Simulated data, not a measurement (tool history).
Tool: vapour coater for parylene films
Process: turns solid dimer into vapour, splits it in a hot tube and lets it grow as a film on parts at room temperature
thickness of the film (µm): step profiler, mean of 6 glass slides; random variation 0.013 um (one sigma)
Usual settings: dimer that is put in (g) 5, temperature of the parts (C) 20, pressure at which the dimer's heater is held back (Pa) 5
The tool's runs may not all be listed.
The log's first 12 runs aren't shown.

run	day	dimer that is put in (g)	temperature of the parts (C)	pressure at which the dimer's heater is held back (Pa)	hours of work since the trap's valve was overhauled	hours of work since the table's thermometer was calibrated	thickness of the film (µm)
13	31.6	8	20	4.07	414	955	6.9
14	34.512	8	20	4.07	466	1007	6.83
15	37.258	8	20	4.07	514	1055	6.82
# day 38.917: trap's valve overhauled
16	38.917	5	20	2.15	0	1082	4.85
17	40.521	5	20	2.15	28	1110	4.84
18	43.35	5	20	2.15	79	1160	4.85
# day 43.617: table's thermometer calibrated
19	45.117	7	31	11.81	109	27	3.47
20	47.579	5	15	3.64	153	70	5.46
21	49.925	2	20	5	194	112	1.74
22	52.146	2	20	5	234	151	1.73
23	55.571	6	29	5.55	294	212	3.48
24	57.742	6	29	5.55	333	250	3.47
25	59.829	6	29	5.55	370	287	3.47
26	62.696	8	29	3.92	421	338	4.8
# day 63.558: table's thermometer calibrated, once more
27	65.771	8	29	3.92	474	39	4.7
28	67.446	8	29	3.92	504	69	4.67
29	69.121	2	16	7.17	534	99	1.86
# day 69.892: trap's valve overhauled
30	72.262	2	16	7.17	42	151	1.99
31	74.812	7	12	7.17	87	196	7.69

Run 32 comes next. What will it give?
32	76.367	5	29	5.34	115	224	?

Run 32 gave thickness of the film (µm) 2.94.
Without the tool's hidden state the same run would have given thickness of the film (µm) 2.96.
